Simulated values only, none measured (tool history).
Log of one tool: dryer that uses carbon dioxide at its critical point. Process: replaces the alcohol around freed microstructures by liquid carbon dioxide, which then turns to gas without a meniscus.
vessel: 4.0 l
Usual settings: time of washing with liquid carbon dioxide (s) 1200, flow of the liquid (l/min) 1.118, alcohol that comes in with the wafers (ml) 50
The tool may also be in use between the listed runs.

run	hour	time of washing with liquid carbon dioxide (s)	flow of the liquid (l/min)	alcohol that comes in with the wafers (ml)	alcohol left in the vessel before it's heated (ppm by volume)
1	0	1200	1.118	50	171
2	37.9	1200	1.118	50	183
# hour 83.3: inlet filter changed
3	87.7	1200	1.118	32	109
4	123.5	1200	1.118	32	112
5	156.9	1200	0.82	50	382
6	213.5	1200	1.118	50	158
7	239.9	1200	1.118	50	154
8	269.1	1200	1.118	50	166
9	300.3	1200	1.118	50	155
10	343.6	1200	1.02	36	178
11	374.6	1200	1.63	100	97
12	402.5	1140	0.96	49	343
13	440	840	0.96	21	397
14	496.4	1200	1.86	57	74
15	523.2	780	1.77	36	157
16	575	780	1.77	36	172
# hour 598.2: inlet filter changed
17	604.1	1380	1.118	111	160

The same runs without the tool's hidden state, with the same run-to-run variation:
The hidden state here: flow that reaches the vessel past the clogged filter, %; alcohol in the recycled carbon dioxide, ppm; drift of the gauge itself on alcohol_ppm, %.
run	alcohol left in the vessel before it's heated (ppm by volume)
1	82
2	87
3	62
4	59
5	308
6	92
7	84
8	90
9	76
10	90
11	27
12	207
13	261
14	7
15	58
16	62
17	91

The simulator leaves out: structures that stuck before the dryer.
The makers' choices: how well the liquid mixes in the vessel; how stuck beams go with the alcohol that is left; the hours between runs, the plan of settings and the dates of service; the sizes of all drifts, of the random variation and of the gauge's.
